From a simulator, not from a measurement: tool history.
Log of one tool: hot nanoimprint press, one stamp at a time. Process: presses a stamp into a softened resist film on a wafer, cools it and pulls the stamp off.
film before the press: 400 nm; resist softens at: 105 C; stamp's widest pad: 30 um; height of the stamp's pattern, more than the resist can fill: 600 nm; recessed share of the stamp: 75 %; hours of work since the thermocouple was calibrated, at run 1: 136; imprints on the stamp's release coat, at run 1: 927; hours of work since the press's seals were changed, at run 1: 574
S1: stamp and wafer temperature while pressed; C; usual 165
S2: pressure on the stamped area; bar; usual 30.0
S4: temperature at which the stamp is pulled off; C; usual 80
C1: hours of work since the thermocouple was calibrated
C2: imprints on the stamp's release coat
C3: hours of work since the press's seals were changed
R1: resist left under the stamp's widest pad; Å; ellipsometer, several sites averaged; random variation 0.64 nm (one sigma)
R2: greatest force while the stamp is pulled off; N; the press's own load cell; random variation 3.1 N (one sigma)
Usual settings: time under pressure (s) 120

Run 1, day 0.000: usual settings; C1 136; C2 927; C3 574. Result: R1 1794 Å, R2 201 N.
Run 2, day 3.250: usual settings; C1 183; C2 1248; C3 621. Result: R1 1812 Å, R2 214 N.
At day 6.912: stamp cleaned and given a new release coat.
Run 3, day 7.062: usual settings; C1 235; C2 14; C3 673. Result: R1 1823 Å, R2 172 N.
Run 4, day 10.600: usual settings but S4 78 C; C1 286; C2 363; C3 724. Result: R1 1841 Å, R2 189 N.
Run 5, day 14.017: usual settings but S1 176 C; C1 335; C2 700; C3 773. Result: R1 1008 Å, R2 192 N.
Run 6, day 15.721: usual settings but S1 176 C; C1 360; C2 869; C3 798. Result: R1 1019 Å, R2 190 N.
Run 7, day 18.275: usual settings but S1 176 C; C1 397; C2 1121; C3 835. Result: R1 1019 Å, R2 212 N.
Run 8, day 21.225: usual settings but S1 176 C, S4 70 C; C1 440; C2 1412; C3 878. Result: R1 1031 Å, R2 267 N.
At day 23.054: stamp cleaned and given a new release coat.
Run 9, day 24.533: usual settings but S1 176 C, S4 70 C; C1 484; C2 146; C3 922. Result: R1 1029 Å, R2 213 N.
At day 24.971: plate thermocouple calibrated.
At day 25.875: press's hydraulic seals changed and the load cell set to zero.
Run 10, day 27.946: usual settings but time under pressure (s) 128; C1 38; C2 437; C3 30. Result: R1 1858 Å, R2 186 N.
Run 11, day 30.292: usual settings but time under pressure (s) 105, S4 84 C; C1 72; C2 669; C3 64. Result: R1 2006 Å, R2 178 N.
Run 12, day 32.146: usual settings but S2 29.2 bar, time under pressure (s) 179; C1 99; C2 852; C3 91. Result: R1 1665 Å, R2 209 N.
Run 13, day 35.208: usual settings but time under pressure (s) 100, S4 68 C; C1 143; C2 1154; C3 135. Result: R1 2071 Å, R2 259 N.

Run 14 comes next. What will it give?
Run 14, day 37.829: usual settings but S1 160 C, S2 33.4 bar; C1 181; C2 1413; C3 173. Result: R1 ?, R2 ?.

{"run 14": {"R1": 2408, "R2": 226}}
Without the tool's hidden state the same run would have given R1 2195 Å, R2 169 N.
